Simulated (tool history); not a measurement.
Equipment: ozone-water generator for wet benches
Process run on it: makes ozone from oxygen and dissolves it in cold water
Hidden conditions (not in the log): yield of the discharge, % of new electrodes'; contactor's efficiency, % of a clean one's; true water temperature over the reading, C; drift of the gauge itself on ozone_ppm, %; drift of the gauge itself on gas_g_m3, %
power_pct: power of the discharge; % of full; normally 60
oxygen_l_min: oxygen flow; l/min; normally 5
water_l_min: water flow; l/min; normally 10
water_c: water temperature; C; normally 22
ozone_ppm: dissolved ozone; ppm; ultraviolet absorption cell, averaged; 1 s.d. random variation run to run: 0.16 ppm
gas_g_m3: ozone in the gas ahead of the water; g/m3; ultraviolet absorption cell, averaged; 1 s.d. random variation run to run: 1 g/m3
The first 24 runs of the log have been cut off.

| run | hour | power_pct | oxygen_l_min | water_l_min | water_c | hours of work since the electrodes were changed | hours of work since the contactor was cleaned | hours of work since the thermometer was calibrated | ozone_ppm | gas_g_m3 |
|---|---|---|---|---|---|---|---|---|---|---|
| 25 | 1237.7 | 60 | 5 | 10 | 22 | 1253 | 990 | 2894 | 19.1 | 169.7 |
| 26 | 1274.1 | 85 | 6.72 | 10 | 22 | 1278 | 1015 | 2919 | 22.6 | 179.6 |
| 27 | 1310.8 | 85 | 4.68 | 10 | 22 | 1303 | 1040 | 2945 | 24.6 | 224.6 |
| 28 | 1364.6 | 60 | 8.79 | 10 | 16 | 1340 | 1077 | 2981 | 18.8 | 119.2 |
| 29 | 1406 | 60 | 8.79 | 10 | 16 | 1368 | 1105 | 3010 | 18.5 | 120.2 |
| 30 | 1470.8 | 60 | 8.79 | 10 | 16 | 1412 | 1150 | 3054 | 18.5 | 121 |
| 31 | 1511.8 | 60 | 8.79 | 10 | 16 | 1440 | 1178 | 3082 | 18.3 | 120.7 |
| 32 | 1547.3 | 60 | 6.25 | 10 | 22 | 1465 | 1202 | 3106 | 17.7 | 147.9 |
| 33 | 1603.5 | 71 | 5 | 7 | 23 | 1503 | 1241 | 3145 | 27.1 | 188.2 |

3 options for the next run, each taken on its own from the tool as it stands now. Forecast them:
| A | 1673.5 | 99 | 5 | 10 | 16 | 1551 | 1288 | 3193 | ? | ? |
| B | 1673.5 | 94 | 5 | 8 | 21 | 1551 | 1288 | 3193 | ? | ? |
| C | 1673.5 | 60 | 5 | 10 | 18 | 1551 | 1288 | 3193 | ? | ? |

| run | ozone_ppm | gas_g_m3 |
|---|---|---|
| A | 30.3 | 235.4 |
| B | 31.2 | 228.4 |
| C | 20.2 | 167.1 |
Stripped of hidden state, with their random variation kept, the same runs would have yielded:
| run | ozone_ppm | gas_g_m3 |
|---|---|---|
| A | 32.8 | 248.5 |
| B | 33.6 | 240.6 |
| C | 21.5 | 173.7 |
